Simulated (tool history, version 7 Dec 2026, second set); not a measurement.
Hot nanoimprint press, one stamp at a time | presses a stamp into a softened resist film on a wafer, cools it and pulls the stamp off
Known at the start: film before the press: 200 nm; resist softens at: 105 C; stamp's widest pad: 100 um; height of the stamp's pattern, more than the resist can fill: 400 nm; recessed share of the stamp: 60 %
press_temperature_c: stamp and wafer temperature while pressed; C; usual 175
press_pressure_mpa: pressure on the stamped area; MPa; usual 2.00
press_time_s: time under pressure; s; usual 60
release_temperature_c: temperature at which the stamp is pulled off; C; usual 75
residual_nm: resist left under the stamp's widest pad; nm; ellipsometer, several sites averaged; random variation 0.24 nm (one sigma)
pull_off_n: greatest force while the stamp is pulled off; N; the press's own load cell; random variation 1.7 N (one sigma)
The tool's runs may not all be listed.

run   hour  press_temperature_c  press_pressure_mpa  press_time_s  release_temperature_c  residual_nm  pull_off_n
  1    0.0                  175                2.00            60                     75        102.9          98
  2   28.4                  175                2.00            60                     75        103.3          96
  3   74.8                  175                2.00            60                     75        102.9         100
  4  110.7                  175                2.00            60                     75        102.6         101
  5  164.2                  175                2.00            60                     75        102.4         105
     188.7  -- plate thermocouple calibrated
  6  201.7                  175                2.00            60                     75        105.5         107
  7  243.9                  183                2.00            60                     75         81.8         107
  8  295.5                  183                2.00            60                     75         81.3         111
  9  319.1                  183                2.00            60                     75         81.1         110
     332.0  -- stamp cleaned and given a new release coat
 10  349.1                  183                1.79            60                     75         86.3          93
 11  393.9                  183                1.79            60                     75         86.4          93
 12  417.7                  183                1.79            60                     75         86.0         100
 13  462.7                  179                2.11            60                     75         89.0         100
 14  510.4                  163                1.95            60                     75        149.0         105
 15  535.4                  163                1.95            60                     75        149.3         101

4 ways to go on from here, each from the tool as it stands after run 15. What would each give?
  A  587.9                  164                2.00            60                     75            ?           ?
  B  587.9                  163                1.95            52                     75            ?           ?
  C  587.9                  166                1.95            60                     75            ?           ?
  D  587.9                  163                1.78            39                     75            ?           ?

run  residual_nm  pull_off_n
  A        143.9         104
  B        153.3         104
  C        137.6         103
  D        164.6         106
Without the tool's hidden state the same runs would have given:
run  residual_nm  pull_off_n
  A        145.7          92
  B        155.0          93
  C        139.4          92
  D        166.1          94
